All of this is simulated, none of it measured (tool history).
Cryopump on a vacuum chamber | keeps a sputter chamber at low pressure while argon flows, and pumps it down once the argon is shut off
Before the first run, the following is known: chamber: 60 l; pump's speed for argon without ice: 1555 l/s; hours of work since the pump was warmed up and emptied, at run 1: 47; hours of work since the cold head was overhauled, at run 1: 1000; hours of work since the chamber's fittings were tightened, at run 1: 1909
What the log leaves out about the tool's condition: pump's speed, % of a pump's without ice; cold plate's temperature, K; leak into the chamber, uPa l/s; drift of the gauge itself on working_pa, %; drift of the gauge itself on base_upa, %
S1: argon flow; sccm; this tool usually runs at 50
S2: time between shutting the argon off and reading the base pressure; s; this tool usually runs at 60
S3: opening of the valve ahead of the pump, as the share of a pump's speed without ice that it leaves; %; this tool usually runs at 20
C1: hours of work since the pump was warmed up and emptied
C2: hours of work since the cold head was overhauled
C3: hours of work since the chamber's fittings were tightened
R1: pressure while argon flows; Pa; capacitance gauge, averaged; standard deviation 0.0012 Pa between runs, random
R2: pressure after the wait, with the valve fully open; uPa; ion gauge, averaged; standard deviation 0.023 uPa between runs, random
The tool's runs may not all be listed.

| run | hour | S1 | S2 | S3 | C1 | C2 | C3 | R1 | R2 |
|---|---|---|---|---|---|---|---|---|---|
| 1 | 0.0 | 50 | 60 | 20 | 47 | 1000 | 1909 | 0.2731 | 2.39 |
| 2 | 37.6 | 50 | 60 | 22 | 71 | 1024 | 1933 | 0.2487 | 2.53 |
| 3 | 65.8 | 50 | 60 | 22 | 89 | 1042 | 1951 | 0.2490 | 2.52 |
| 4 | 88.7 | 50 | 60 | 20 | 103 | 1057 | 1965 | 0.2750 | 2.52 |
| 5 | 120.3 | 29 | 60 | 20 | 124 | 1077 | 1986 | 0.1582 | 2.50 |
| 6 | 150.2 | 50 | 60 | 20 | 143 | 1096 | 2005 | 0.2739 | 2.66 |
| 7 | 189.3 | 50 | 60 | 20 | 168 | 1121 | 2030 | 0.2754 | 2.55 |
| 8 | 209.7 | 50 | 60 | 20 | 181 | 1134 | 2043 | 0.2735 | 2.66 |
| 9 | 232.5 | 50 | 60 | 20 | 195 | 1148 | 2057 | 0.2753 | 2.70 |
| 10 | 269.6 | 50 | 60 | 20 | 219 | 1172 | 2081 | 0.2779 | 2.67 |
| 11 | 286.0 | 50 | 60 | 20 | 229 | 1183 | 2091 | 0.2782 | 2.68 |
| 12 | 310.3 | 50 | 60 | 20 | 245 | 1198 | 2107 | 0.2761 | 2.71 |
| 13 | 333.2 | 50 | 60 | 27 | 260 | 1213 | 2121 | 0.2073 | 2.80 |
| 14 | 369.7 | 22 | 58 | 40 | 283 | 1236 | 2145 | 0.0616 | 2.84 |
| 15 | 401.7 | 22 | 58 | 40 | 303 | 1257 | 2165 | 0.0619 | 2.82 |
| 16 | 437.7 | 99 | 129 | 33 | 326 | 1280 | 2188 | 0.3368 | 2.58 |
| 17 | 455.0 | 99 | 61 | 22 | 337 | 1291 | 2199 | 0.5029 | 2.91 |
| 18 | 483.7 | 99 | 61 | 22 | 356 | 1309 | 2218 | 0.5044 | 2.94 |

Run 19 has not been measured yet. What should we expect?
| 19 | 504.7 | 50 | 59 | 20 | 369 | 1322 | 2231 | ? | ? |

{"run 19": {"R1": 0.2777, "R2": 2.9}}
With the hidden condition absent and the run-to-run variation left alone, this run would have shown R1 0.2701 Pa, R2 0.78 uPa.

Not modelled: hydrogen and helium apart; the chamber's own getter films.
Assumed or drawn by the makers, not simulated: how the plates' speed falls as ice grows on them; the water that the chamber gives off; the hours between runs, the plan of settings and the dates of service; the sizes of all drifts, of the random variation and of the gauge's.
